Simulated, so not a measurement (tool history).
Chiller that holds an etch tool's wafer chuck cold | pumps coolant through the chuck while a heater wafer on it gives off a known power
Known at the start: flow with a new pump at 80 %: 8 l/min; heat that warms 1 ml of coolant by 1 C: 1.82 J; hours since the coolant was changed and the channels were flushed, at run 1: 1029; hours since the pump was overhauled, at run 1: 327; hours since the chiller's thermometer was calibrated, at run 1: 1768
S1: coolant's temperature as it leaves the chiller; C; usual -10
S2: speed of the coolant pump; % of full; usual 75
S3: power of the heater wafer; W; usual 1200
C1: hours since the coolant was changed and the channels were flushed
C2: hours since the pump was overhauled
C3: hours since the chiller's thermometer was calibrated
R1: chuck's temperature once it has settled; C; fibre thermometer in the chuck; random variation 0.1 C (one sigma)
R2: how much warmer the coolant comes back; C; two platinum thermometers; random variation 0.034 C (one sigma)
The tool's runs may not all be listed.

run,hour,S1,S2,S3,C1,C2,C3,R1,R2
1,0.0,-10,75,1200,1029,327,1768,2.2,5.32
2,40.8,-10,75,1200,1070,368,1809,2.2,5.33
3,128.1,-10,80,1200,1157,455,1896,1.7,5.05
4,178.2,-10,80,1200,1207,505,1946,1.8,5.01
5,214.0,-10,80,1200,1243,541,1982,1.7,5.06
6,296.3,-10,75,1200,1325,623,2064,2.4,5.38
7,340.4,-10,75,1200,1369,667,2109,2.4,5.39
8,401.8,-10,75,1200,1431,729,2170,2.4,5.41
9,447.2,-10,75,1200,1476,774,2215,2.3,5.41
10,496.3,-10,75,838,1525,823,2264,-1.3,3.80
11,567.4,-10,75,838,1596,894,2336,-1.3,3.74
12,607.3,-10,75,838,1636,934,2375,-1.4,3.84
13,674.7,-17,76,942,1703,1002,2443,-7.3,4.22
14,760.6,-17,76,942,1789,1088,2529,-7.2,4.24
15,841.7,-10,75,1029,1870,1169,2610,0.8,4.72
16,918.1,-12,96,1076,1947,1245,2686,-2.9,3.88
17,992.0,-14,68,1214,2021,1319,2760,-0.2,6.10
18,1058.0,-14,68,1214,2087,1385,2826,-0.1,6.16
19,1093.4,-1,61,1219,2122,1420,2861,14.2,6.90
20,1135.9,-10,84,927,2165,1463,2904,-1.2,3.82

Forecast run 21:
21,1211.1,-10,71,1296,2240,1538,2979,?,?

{"run 21": {"R1": 4.7, "R2": 6.39}}
Without the tool's hidden state the same run would have given R1 3.6 C, R2 6.06 C.
